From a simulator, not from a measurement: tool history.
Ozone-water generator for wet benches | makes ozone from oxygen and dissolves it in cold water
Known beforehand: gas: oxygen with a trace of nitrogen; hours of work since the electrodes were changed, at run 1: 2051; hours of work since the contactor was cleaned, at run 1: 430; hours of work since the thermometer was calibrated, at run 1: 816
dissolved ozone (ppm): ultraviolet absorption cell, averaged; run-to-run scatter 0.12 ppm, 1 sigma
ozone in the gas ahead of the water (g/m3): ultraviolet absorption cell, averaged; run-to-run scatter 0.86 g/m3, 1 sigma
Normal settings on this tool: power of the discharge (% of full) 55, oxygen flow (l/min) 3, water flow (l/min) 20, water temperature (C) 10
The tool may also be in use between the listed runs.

| run | hour | power of the discharge (% of full) | oxygen flow (l/min) | water flow (l/min) | water temperature (C) | hours of work since the electrodes were changed | hours of work since the contactor was cleaned | hours of work since the thermometer was calibrated | dissolved ozone (ppm) | ozone in the gas ahead of the water (g/m3) |
|---|---|---|---|---|---|---|---|---|---|---|
| 1 | 0 | 55 | 3 | 20 | 10 | 2051 | 430 | 816 | 12 | 138 |
| 2 | 61.2 | 55 | 3 | 20 | 10 | 2111 | 490 | 877 | 11.9 | 136.1 |
| 3 | 102.9 | 55 | 3 | 20 | 10 | 2153 | 532 | 918 | 11.9 | 136.2 |
| 4 | 157.5 | 55 | 3 | 20 | 10 | 2207 | 586 | 972 | 11.9 | 137 |
| 5 | 210.6 | 55 | 3 | 20 | 10 | 2259 | 638 | 1025 | 11.8 | 136.9 |
|  | 219.4 | contactor cleaned |
| 6 | 258.6 | 55 | 3 | 20 | 18 | 2303 | 39 | 1068 | 11 | 134.7 |
| 7 | 317.2 | 55 | 3 | 20 | 18 | 2361 | 97 | 1126 | 10.9 | 137.3 |
| 8 | 348.6 | 55 | 3.48 | 14 | 10 | 2392 | 128 | 1157 | 16.5 | 123.6 |
| 9 | 402.7 | 55 | 1.82 | 14 | 7 | 2445 | 181 | 1211 | 16.6 | 190.3 |
| 10 | 430.6 | 60 | 3 | 20 | 5 | 2473 | 209 | 1238 | 13.2 | 143 |
| 11 | 461.1 | 60 | 3 | 23 | 5 | 2503 | 239 | 1268 | 11.3 | 144.1 |
| 12 | 495.8 | 60 | 3 | 14 | 17 | 2537 | 273 | 1303 | 16 | 143.7 |

3 options for the next run, each taken on its own from the tool as it stands now. Forecast them:
| A | 523.6 | 55 | 1.6 | 12 | 7 | 2565 | 301 | 1330 | ? | ? |
| B | 523.6 | 71 | 1.71 | 14 | 7 | 2565 | 301 | 1330 | ? | ? |
| C | 523.6 | 60 | 4 | 14 | 8 | 2565 | 301 | 1330 | ? | ? |

| run | dissolved ozone (ppm) | ozone in the gas ahead of the water (g/m3) |
|---|---|---|
| A | 19 | 207.7 |
| B | 19.5 | 236.2 |
| C | 17.5 | 117.7 |
What these runs would have given with no unlogged condition in the tool:
| run | dissolved ozone (ppm) | ozone in the gas ahead of the water (g/m3) |
|---|---|---|
| A | 19.8 | 215 |
| B | 20.5 | 246.3 |
| C | 18.2 | 122.2 |
